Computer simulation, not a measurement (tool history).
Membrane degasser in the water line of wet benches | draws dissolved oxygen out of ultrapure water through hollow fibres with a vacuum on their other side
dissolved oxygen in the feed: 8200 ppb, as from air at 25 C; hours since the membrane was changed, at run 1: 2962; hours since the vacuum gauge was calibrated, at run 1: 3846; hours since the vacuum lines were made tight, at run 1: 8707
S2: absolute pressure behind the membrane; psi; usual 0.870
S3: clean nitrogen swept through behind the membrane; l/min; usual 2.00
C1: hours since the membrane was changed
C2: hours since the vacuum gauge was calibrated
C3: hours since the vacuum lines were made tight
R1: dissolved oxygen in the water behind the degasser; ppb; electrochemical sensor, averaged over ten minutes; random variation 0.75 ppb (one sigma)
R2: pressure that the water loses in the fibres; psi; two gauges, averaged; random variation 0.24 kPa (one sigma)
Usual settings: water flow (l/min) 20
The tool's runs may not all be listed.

run 1 hour=0.0 | water_flow_(l/min)=20 S2=0.870 S3=2.00 | C1=2962 C2=3846 C3=8707 | R1=76.6 R2=9.361
run 2 hour=121.0 | water_flow_(l/min)=20 S2=0.870 S3=2.00 | C1=3083 C2=3967 C3=8828 | R1=76.6 R2=9.320
run 3 hour=271.2 | water_flow_(l/min)=20 S2=0.870 S3=2.00 | C1=3233 C2=4117 C3=8978 | R1=78.1 R2=9.411
run 4 hour=396.6 | water_flow_(l/min)=20 S2=0.870 S3=2.00 | C1=3359 C2=4243 C3=9103 | R1=78.0 R2=9.442
run 5 hour=481.4 | water_flow_(l/min)=20 S2=0.870 S3=4.36 | C1=3444 C2=4327 C3=9188 | R1=40.8 R2=9.359
run 6 hour=553.0 | water_flow_(l/min)=24 S2=0.870 S3=2.00 | C1=3515 C2=4399 C3=9260 | R1=96.6 R2=11.249
-- hour=567.2 seals of the vacuum lines changed
run 7 hour=719.9 | water_flow_(l/min)=24 S2=0.870 S3=2.00 | C1=3680 C2=4564 C3=153 | R1=95.3 R2=11.313
run 8 hour=880.0 | water_flow_(l/min)=20 S2=1.707 S3=2.00 | C1=3840 C2=4724 C3=313 | R1=209.1 R2=9.441
run 9 hour=954.0 | water_flow_(l/min)=20 S2=1.707 S3=2.00 | C1=3914 C2=4798 C3=387 | R1=211.0 R2=9.470
run 10 hour=1074.1 | water_flow_(l/min)=20 S2=1.707 S3=2.00 | C1=4034 C2=4918 C3=507 | R1=210.5 R2=9.468
run 11 hour=1210.0 | water_flow_(l/min)=20 S2=0.569 S3=2.00 | C1=4170 C2=5054 C3=643 | R1=30.4 R2=9.419
run 12 hour=1306.5 | water_flow_(l/min)=20 S2=0.569 S3=2.32 | C1=4267 C2=5150 C3=739 | R1=27.8 R2=9.394
run 13 hour=1429.0 | water_flow_(l/min)=20 S2=0.569 S3=2.32 | C1=4389 C2=5273 C3=862 | R1=27.7 R2=9.493
run 14 hour=1542.8 | water_flow_(l/min)=20 S2=0.569 S3=2.32 | C1=4503 C2=5387 C3=976 | R1=27.1 R2=9.499
run 15 hour=1612.0 | water_flow_(l/min)=20 S2=0.854 S3=0.96 | C1=4572 C2=5456 C3=1045 | R1=144.6 R2=9.490
run 16 hour=1726.9 | water_flow_(l/min)=13 S2=0.718 S3=2.52 | C1=4687 C2=5571 C3=1160 | R1=27.6 R2=6.157
run 17 hour=1856.7 | water_flow_(l/min)=21 S2=0.934 S3=2.02 | C1=4817 C2=5701 C3=1289 | R1=95.0 R2=9.968
run 18 hour=1982.5 | water_flow_(l/min)=21 S2=0.934 S3=2.02 | C1=4943 C2=5826 C3=1415 | R1=95.8 R2=10.011
run 19 hour=2063.2 | water_flow_(l/min)=21 S2=1.450 S3=3.02 | C1=5023 C2=5907 C3=1496 | R1=127.2 R2=10.026
run 20 hour=2135.0 | water_flow_(l/min)=21 S2=1.450 S3=3.02 | C1=5095 C2=5979 C3=1568 | R1=125.2 R2=10.047
run 21 hour=2208.7 | water_flow_(l/min)=16 S2=2.007 S3=5.24 | C1=5169 C2=6053 C3=1641 | R1=86.2 R2=7.694
run 22 hour=2287.7 | water_flow_(l/min)=20 S2=1.611 S3=2.00 | C1=5248 C2=6132 C3=1720 | R1=197.0 R2=9.564
run 23 hour=2385.2 | water_flow_(l/min)=20 S2=0.605 S3=3.22 | C1=5345 C2=6229 C3=1818 | R1=27.2 R2=9.557
run 24 hour=2546.9 | water_flow_(l/min)=20 S2=0.605 S3=3.22 | C1=5507 C2=6391 C3=1980 | R1=27.1 R2=9.567

4 ways to go on from here, each from the tool as it stands after run 24. What would each give?
run A hour=2637.7 | water_flow_(l/min)=26 S2=0.857 S3=2.00 | C1=5598 C2=6482 C3=2071 | R1=? R2=?
run B hour=2637.7 | water_flow_(l/min)=14 S2=1.639 S3=2.19 | C1=5598 C2=6482 C3=2071 | R1=? R2=?
run C hour=2637.7 | water_flow_(l/min)=20 S2=1.118 S3=0.91 | C1=5598 C2=6482 C3=2071 | R1=? R2=?
run D hour=2637.7 | water_flow_(l/min)=18 S2=0.605 S3=2.30 | C1=5598 C2=6482 C3=2071 | R1=? R2=?

run=A R1=109.3 R2=12.462
run=B R1=133.7 R2=6.728
run=C R1=238.8 R2=9.567
run=D R1=31.7 R2=8.543
Without the tool's hidden state the same runs would have given:
run=A R1=90.7 R2=11.889
run=B R1=124.9 R2=6.419
run=C R1=213.9 R2=9.127
run=D R1=21.0 R2=8.148
